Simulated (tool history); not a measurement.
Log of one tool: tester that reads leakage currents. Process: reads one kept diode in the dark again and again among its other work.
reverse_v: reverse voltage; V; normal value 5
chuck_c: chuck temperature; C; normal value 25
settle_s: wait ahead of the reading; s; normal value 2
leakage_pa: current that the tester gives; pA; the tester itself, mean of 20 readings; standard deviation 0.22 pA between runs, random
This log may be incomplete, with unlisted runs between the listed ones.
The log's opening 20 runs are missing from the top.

| run | hour | reverse_v | chuck_c | settle_s | leakage_pa |
|---|---|---|---|---|---|
| 21 | 1318 | 9.8 | 42 | 6.05 | 343.44 |
| 22 | 1398.8 | 1.25 | 30 | 0.95 | 47.6 |
| 23 | 1461.8 | 15.79 | 25 | 3.56 | 133.22 |
| 24 | 1503.1 | 1.2 | 22 | 2.72 | 25.24 |
| 25 | 1547.8 | 1.12 | 45 | 2.72 | 126.85 |
| 26 | 1613.6 | 1.15 | 31 | 4.65 | 48.66 |
| 27 | 1660.7 | 13.84 | 32 | 1.63 | 208.57 |
| 28 | 1731.8 | 8.69 | 44 | 1.92 | 366.51 |
| 29 | 1803 | 1.3 | 47 | 1.92 | 156.89 |
| 30 | 1864.2 | 6.3 | 25 | 5.89 | 79.76 |
| 31 | 1919.1 | 5 | 20 | 2.8 | 47.86 |
| 32 | 1993.2 | 5 | 20 | 2.8 | 48.06 |
| 33 | 2043.4 | 6 | 20 | 3.17 | 53.05 |

Run 34 is up next; what results do you expect?
| 34 | 2120.5 | 6.44 | 30 | 0.57 | ? |

leakage_pa: 119.15 pA
On a tool with no hidden condition, and with the same random variation, this run would have come out at leakage_pa 119.03 pA.
